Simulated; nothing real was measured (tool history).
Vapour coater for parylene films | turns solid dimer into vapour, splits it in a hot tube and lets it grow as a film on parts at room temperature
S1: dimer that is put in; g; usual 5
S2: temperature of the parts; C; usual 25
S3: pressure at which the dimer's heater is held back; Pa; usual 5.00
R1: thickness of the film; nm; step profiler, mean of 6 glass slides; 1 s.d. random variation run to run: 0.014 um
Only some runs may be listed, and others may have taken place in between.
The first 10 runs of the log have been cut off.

{"run": 11, "hour": 130.6, "S1": 2, "S2": 25, "S3": 5.0, "R1": 580}
{"run": 12, "hour": 141.4, "S1": 5, "S2": 25, "S3": 5.0, "R1": 1490}
{"run": 13, "hour": 159.9, "S1": 5, "S2": 25, "S3": 3.59, "R1": 1560}
{"run": 14, "hour": 172.0, "S1": 6, "S2": 25, "S3": 5.0, "R1": 1790}
{"run": 15, "hour": 191.3, "S1": 6, "S2": 25, "S3": 5.0, "R1": 1770}
{"hour": 196.7, "done": "trap's valve overhauled"}
{"run": 16, "hour": 207.6, "S1": 2, "S2": 25, "S3": 5.0, "R1": 580}
{"run": 17, "hour": 224.0, "S1": 5, "S2": 31, "S3": 5.0, "R1": 1110}
{"run": 18, "hour": 242.9, "S1": 3, "S2": 23, "S3": 5.0, "R1": 930}
{"run": 19, "hour": 255.3, "S1": 5, "S2": 32, "S3": 5.0, "R1": 1070}
{"hour": 265.7, "done": "trap's valve overhauled, once more"}
{"run": 20, "hour": 270.5, "S1": 3, "S2": 20, "S3": 4.31, "R1": 1190}
{"run": 21, "hour": 285.6, "S1": 5, "S2": 21, "S3": 6.48, "R1": 1800}

What does the tool deliver on the next run?
{"run": 22, "hour": 295.6, "S1": 3, "S2": 25, "S3": 4.1, "R1": "?"}

{"run 22": {"R1": 990}}
With no hidden state in the tool, this same run would have given R1 990 nm.
